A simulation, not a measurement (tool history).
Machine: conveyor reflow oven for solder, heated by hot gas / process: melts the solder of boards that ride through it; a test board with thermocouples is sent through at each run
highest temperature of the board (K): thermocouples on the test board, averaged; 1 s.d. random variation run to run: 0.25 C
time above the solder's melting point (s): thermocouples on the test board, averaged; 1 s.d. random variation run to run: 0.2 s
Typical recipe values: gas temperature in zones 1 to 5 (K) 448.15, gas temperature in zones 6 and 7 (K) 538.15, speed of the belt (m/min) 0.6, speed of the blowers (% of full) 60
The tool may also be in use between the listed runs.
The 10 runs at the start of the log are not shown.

| run | hour | gas temperature in zones 1 to 5 (K) | gas temperature in zones 6 and 7 (K) | speed of the belt (m/min) | speed of the blowers (% of full) | highest temperature of the board (K) | time above the solder's melting point (s) |
|---|---|---|---|---|---|---|---|
| 11 | 319.2 | 435.15 | 538.15 | 0.6 | 60 | 512.55 | 31.6 |
| 12 | 352 | 448.15 | 538.15 | 0.6 | 60 | 515.35 | 37.7 |
| 13 | 387.2 | 448.15 | 538.15 | 0.6 | 60 | 514.95 | 37.6 |
|  | 430.4 | flux residue cleaned out of gas plates and filters |
| 14 | 434 | 448.15 | 538.15 | 0.6 | 60 | 517.15 | 39.4 |
| 15 | 460.7 | 448.15 | 538.15 | 0.6 | 59 | 516.65 | 38.6 |
| 16 | 498.7 | 448.15 | 538.15 | 0.6 | 59 | 515.85 | 39 |
| 17 | 524 | 449.15 | 551.15 | 0.536 | 56 | 529.85 | 53.7 |
| 18 | 567.1 | 458.15 | 538.15 | 0.6 | 60 | 518.55 | 44 |
| 19 | 606.6 | 458.15 | 538.15 | 0.6 | 60 | 518.25 | 43.3 |
| 20 | 647 | 442.15 | 528.15 | 0.621 | 78 | 509.75 | 31.5 |
| 21 | 680.8 | 442.15 | 528.15 | 0.621 | 78 | 509.45 | 32 |
| 22 | 703.3 | 442.15 | 528.15 | 0.621 | 78 | 509.95 | 31.6 |
| 23 | 727.3 | 438.15 | 540.15 | 0.621 | 52 | 510.75 | 29.2 |
| 24 | 746.3 | 455.15 | 540.15 | 0.6 | 60 | 518.65 | 42.8 |
| 25 | 779.7 | 455.15 | 540.15 | 0.6 | 60 | 518.85 | 42.8 |
| 26 | 821.5 | 441.15 | 529.15 | 0.6 | 86 | 512.45 | 35.3 |
| 27 | 860.6 | 462.15 | 528.15 | 0.612 | 54 | 508.35 | 34.8 |
| 28 | 891.4 | 439.15 | 528.15 | 0.612 | 64 | 505.25 | 26.5 |
| 29 | 919.2 | 448.15 | 537.15 | 0.694 | 60 | 508.85 | 26.2 |
| 30 | 963.4 | 448.15 | 537.15 | 0.694 | 60 | 508.75 | 26.5 |
| 31 | 984.7 | 448.15 | 540.15 | 0.6 | 76 | 520.35 | 42.8 |
| 32 | 1026.2 | 448.15 | 540.15 | 0.6 | 76 | 520.35 | 42.6 |

Below are 3 alternative next runs, each starting from the tool's condition after run 32. Predict each:
|  | 1048.8 | thermocouples of zones 6 and 7 changed |
| A | 1068.9 | 448.15 | 538.15 | 0.599 | 60 | ? | ? |
|  | 1048.8 | thermocouples of zones 6 and 7 changed |
| B | 1068.9 | 448.15 | 538.15 | 0.587 | 60 | ? | ? |
|  | 1048.8 | thermocouples of zones 6 and 7 changed |
| C | 1068.9 | 452.15 | 540.15 | 0.6 | 76 | ? | ? |

| run | highest temperature of the board (K) | time above the solder's melting point (s) |
|---|---|---|
| A | 517.55 | 39.7 |
| B | 518.35 | 41.4 |
| C | 523.85 | 46 |
With no hidden state in the tool, these same runs would have given:
| run | highest temperature of the board (K) | time above the solder's melting point (s) |
|---|---|---|
| A | 518.45 | 39.7 |
| B | 519.15 | 41.4 |
| C | 524.85 | 45.9 |
